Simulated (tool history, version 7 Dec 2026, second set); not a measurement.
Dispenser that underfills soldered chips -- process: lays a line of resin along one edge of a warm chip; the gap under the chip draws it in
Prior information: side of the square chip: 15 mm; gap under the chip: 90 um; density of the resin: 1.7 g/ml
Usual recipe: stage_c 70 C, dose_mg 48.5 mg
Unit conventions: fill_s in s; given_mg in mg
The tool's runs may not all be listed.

Run 1, hour 0: usual settings. Result: fill_s 62.7 s, given_mg 45.31 mg.
At hour 3.2: new syringe of resin.
Run 2, hour 7.3: usual settings. Result: fill_s 57.9 s, given_mg 45.33 mg.
At hour 11.5: new syringe of resin.
Run 3, hour 15.2: usual settings. Result: fill_s 57.6 s, given_mg 45.51 mg.
At hour 19.8: new syringe of resin.
Run 4, hour 22.4: usual settings. Result: fill_s 55.1 s, given_mg 45.12 mg.
Run 5, hour 26.4: usual settings. Result: fill_s 67.4 s, given_mg 45 mg.
At hour 28.1: new syringe of resin.
At hour 31: dispensing valve cleaned and set on the balance.
Run 6, hour 32.6: usual settings. Result: fill_s 55.3 s, given_mg 48.62 mg.
At hour 37.4: new syringe of resin.
Run 7, hour 37.9: usual settings. Result: fill_s 49.4 s, given_mg 48.59 mg.
Run 8, hour 45: usual settings. Result: fill_s 69.9 s, given_mg 48.13 mg.
At hour 46: new syringe of resin.
Run 9, hour 50.9: usual settings. Result: fill_s 62.3 s, given_mg 48.25 mg.
At hour 54.4: new syringe of resin.
Run 10, hour 59: usual settings. Result: fill_s 60.4 s, given_mg 48.25 mg.
At hour 62.7: new syringe of resin.
Run 11, hour 64.4: usual settings. Result: fill_s 53.2 s, given_mg 47.75 mg.
Run 12, hour 68: usual settings. Result: fill_s 61.4 s, given_mg 47.49 mg.
At hour 71: new syringe of resin.
Run 13, hour 73.7: usual settings but dose_mg 56.4 mg. Result: fill_s 51.9 s, given_mg 55.7 mg.
At hour 79.8: new syringe of resin.
Run 14, hour 81.1: usual settings but dose_mg 56.4 mg. Result: fill_s 50.9 s, given_mg 55.53 mg.
At hour 88.1: new syringe of resin.
Run 15, hour 88.1: usual settings but stage_c 73 C. Result: fill_s 42.5 s, given_mg 47.61 mg.
At hour 96.6: new syringe of resin.
Run 16, hour 96.6: usual settings but stage_c 73 C. Result: fill_s 43.3 s, given_mg 47.38 mg.
Run 17, hour 100.4: usual settings. Result: fill_s 58.5 s, given_mg 47.15 mg.
At hour 104.9: new syringe of resin.
Run 18, hour 107.9: usual settings but stage_c 65 C, dose_mg 44.7 mg. Result: fill_s 72.9 s, given_mg 43.53 mg.
At hour 113.2: new syringe of resin.
Run 19, hour 113.5: usual settings but stage_c 65 C, dose_mg 44.7 mg. Result: fill_s 65.2 s, given_mg 43.47 mg.
Run 20, hour 119.3: usual settings but stage_c 65 C, dose_mg 44.7 mg. Result: fill_s 85.6 s, given_mg 43.15 mg.
At hour 122: new syringe of resin.
Run 21, hour 126.4: usual settings but stage_c 75 C, dose_mg 60.2 mg. Result: fill_s 47.3 s, given_mg 58.02 mg.
At hour 130.3: new syringe of resin.
Run 22, hour 131.8: usual settings but stage_c 81 C, dose_mg 50.7 mg. Result: fill_s 33.5 s, given_mg 48.77 mg.
At hour 138.7: new syringe of resin.
Run 23, hour 139.4: usual settings but stage_c 62 C, dose_mg 48.8 mg. Result: fill_s 73.3 s, given_mg 46.7 mg.
Run 24, hour 145.6: usual settings but stage_c 62 C, dose_mg 48.8 mg. Result: fill_s 99.3 s, given_mg 46.14 mg.
At hour 146.9: new syringe of resin.
Run 25, hour 149.2: usual settings but stage_c 64 C, dose_mg 62 mg. Result: fill_s 70 s, given_mg 59 mg.
At hour 155.7: new syringe of resin.
Run 26, hour 156.1: usual settings but stage_c 64 C, dose_mg 62 mg. Result: fill_s 63.8 s, given_mg 58.68 mg.

What does the tool deliver on the next run?
Run 27, hour 161.5: usual settings but stage_c 61 C, dose_mg 55.2 mg. Result: fill_s ?, given_mg ?.

{"run 27": {"fill_s": 99.1, "given_mg": 52.42}}
Had the tool carried no hidden state, the very same run would have given fill_s 69.3 s, given_mg 55.31 mg.
